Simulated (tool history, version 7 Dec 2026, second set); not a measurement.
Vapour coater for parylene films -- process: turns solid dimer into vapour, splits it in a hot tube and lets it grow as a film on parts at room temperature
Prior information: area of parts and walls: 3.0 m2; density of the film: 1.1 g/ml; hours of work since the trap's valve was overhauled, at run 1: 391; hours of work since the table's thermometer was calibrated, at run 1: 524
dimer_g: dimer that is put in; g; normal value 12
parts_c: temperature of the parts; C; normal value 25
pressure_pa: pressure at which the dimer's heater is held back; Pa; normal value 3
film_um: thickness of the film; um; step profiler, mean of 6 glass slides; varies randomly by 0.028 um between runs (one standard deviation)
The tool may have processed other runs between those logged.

run	hour	dimer_g	parts_c	pressure_pa	hours of work since the trap's valve was overhauled	hours of work since the table's thermometer was calibrated	film_um
1	0	12	25	3	391	524	2.47
2	31.6	12	25	3	405	538	2.5
3	52.7	14	25	3	414	547	2.87
4	85.4	14	25	3	429	562	2.89
5	105	12	25	3	437	570	2.49
6	122.4	12	25	9.74	445	578	2.05
7	157.4	12	25	9.74	461	594	2.02
8	182.2	12	25	9.74	472	605	2.03
9	200.1	12	25	3	480	613	2.48
10	217.5	12	25	3	488	620	2.48
11	245.4	12	25	3	500	633	2.5
12	263.1	12	25	3	508	641	2.46
13	283.7	20	25	3	517	650	4.14
14	317.9	20	25	3	532	665	4.12
15	349.5	20	25	3	546	679	4.07
16	379.3	20	25	3	560	692	4.15
17	410.8	20	25	3	574	706	4.1
18	439.4	7	25	3	586	719	1.5
19	455.7	12	25	3	594	726	2.47
# hour 479.2: trap's valve overhauled
20	485.8	12	25	3	3	738	2.44
21	520.1	12	25	3	18	753	2.46
22	551.7	12	25	3	32	767	2.56
23	570.5	12	36	3	41	776	1.43
24	605.2	8	25	3	56	791	1.64
25	632.9	9	20	3	68	803	2.36
26	658.9	12	25	2.22	80	815	2.59
27	693.3	12	25	2.22	95	830	2.59
28	714	12	25	2.3	104	839	2.58
29	744.7	12	25	2.3	118	853	2.59

Run 30 has not been measured yet. What should we expect?
30	778.4	12	25	2.3	133	868	?

film_um: 2.6 um
Minus the tool's unlogged condition, the same run would have read film_um 2.6 um.
